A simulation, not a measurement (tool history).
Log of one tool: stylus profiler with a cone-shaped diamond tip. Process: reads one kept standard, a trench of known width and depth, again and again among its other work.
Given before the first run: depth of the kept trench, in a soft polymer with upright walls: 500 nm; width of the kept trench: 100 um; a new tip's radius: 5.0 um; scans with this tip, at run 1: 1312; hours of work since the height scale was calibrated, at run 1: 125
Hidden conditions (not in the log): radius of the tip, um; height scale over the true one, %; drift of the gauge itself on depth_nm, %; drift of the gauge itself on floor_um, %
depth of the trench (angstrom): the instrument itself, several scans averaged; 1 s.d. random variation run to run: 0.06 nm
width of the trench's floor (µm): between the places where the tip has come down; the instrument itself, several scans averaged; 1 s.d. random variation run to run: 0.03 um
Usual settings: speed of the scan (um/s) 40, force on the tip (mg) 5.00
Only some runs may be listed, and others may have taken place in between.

| run | hour | speed of the scan (um/s) | force on the tip (mg) | scans with this tip | hours of work since the height scale was calibrated | depth of the trench (angstrom) | width of the trench's floor (µm) |
|---|---|---|---|---|---|---|---|
| 1 | 0.0 | 40 | 5.00 | 1312 | 125 | 5114.5 | 95.35 |
| 2 | 19.4 | 40 | 3.26 | 1474 | 140 | 5088.0 | 95.36 |
| 3 | 39.7 | 40 | 5.00 | 1642 | 156 | 5113.5 | 95.29 |
| 4 | 61.8 | 23 | 5.00 | 1827 | 173 | 5114.2 | 95.34 |
| 5 | 74.2 | 43 | 5.00 | 1930 | 183 | 5115.5 | 95.23 |
| 6 | 94.7 | 43 | 5.00 | 2100 | 200 | 5115.3 | 95.26 |
| 7 | 113.0 | 43 | 2.91 | 2253 | 214 | 5082.4 | 95.19 |
| 8 | 127.2 | 40 | 5.00 | 2371 | 225 | 5115.3 | 95.27 |
| 9 | 142.7 | 40 | 5.00 | 2500 | 237 | 5115.5 | 95.24 |
| 10 | 151.7 | 40 | 5.00 | 2575 | 245 | 5114.8 | 95.20 |
| 11 | 164.5 | 13 | 5.00 | 2682 | 255 | 5114.9 | 95.25 |
| 12 | 175.4 | 13 | 5.00 | 2772 | 263 | 5116.0 | 95.25 |
| 13 | 186.9 | 13 | 9.70 | 2868 | 272 | 5177.8 | 95.34 |
| 14 | 203.9 | 40 | 5.00 | 3010 | 286 | 5116.3 | 95.20 |
| 15 | 219.2 | 40 | 5.00 | 3137 | 298 | 5117.1 | 95.15 |
| 16 | 231.3 | 40 | 5.00 | 3238 | 308 | 5116.3 | 95.14 |
| 17 | 242.5 | 40 | 3.22 | 3331 | 316 | 5088.6 | 95.14 |
| 18 | 253.7 | 73 | 5.00 | 3425 | 325 | 5116.1 | 95.04 |
| 19 | 266.1 | 73 | 5.00 | 3528 | 335 | 5117.3 | 95.05 |
| 20 | 279.9 | 40 | 5.00 | 3643 | 346 | 5117.8 | 95.13 |
| 21 | 290.1 | 40 | 5.00 | 3727 | 354 | 5116.7 | 95.10 |
| 22 | 308.2 | 40 | 1.98 | 3878 | 368 | 5066.4 | 95.05 |
| 23 | 323.0 | 40 | 5.03 | 4002 | 380 | 5119.1 | 95.11 |
| 24 | 342.9 | 117 | 7.57 | 4167 | 396 | 5153.6 | 94.96 |
| 25 | 364.5 | 117 | 7.57 | 4347 | 413 | 5153.6 | 94.98 |
| 26 | 375.6 | 117 | 7.57 | 4440 | 422 | 5154.1 | 94.93 |
| 27 | 392.4 | 117 | 7.57 | 4580 | 435 | 5153.5 | 94.88 |
| 28 | 404.0 | 40 | 6.26 | 4677 | 444 | 5135.8 | 95.02 |
| 29 | 419.9 | 40 | 6.26 | 4808 | 457 | 5137.0 | 95.02 |
| 30 | 431.2 | 40 | 6.26 | 4903 | 466 | 5136.1 | 95.03 |
| 31 | 448.5 | 47 | 4.19 | 5047 | 479 | 5106.6 | 95.01 |
| 32 | 464.1 | 17 | 13.09 | 5177 | 492 | 5218.3 | 95.09 |
| 33 | 474.6 | 37 | 13.09 | 5264 | 500 | 5218.5 | 95.01 |
| 34 | 484.8 | 37 | 3.67 | 5349 | 508 | 5099.7 | 94.98 |

Estimate the outcome of run 35 from the log above:
| 35 | 497.2 | 40 | 2.08 | 5452 | 518 | ? | ? |

depth of the trench (angstrom): 5070.4
width of the trench's floor (µm): 94.88
The same run, on a tool lacking any hidden state, would have yielded depth of the trench (angstrom) 5061.0, width of the trench's floor (µm) 95.46.
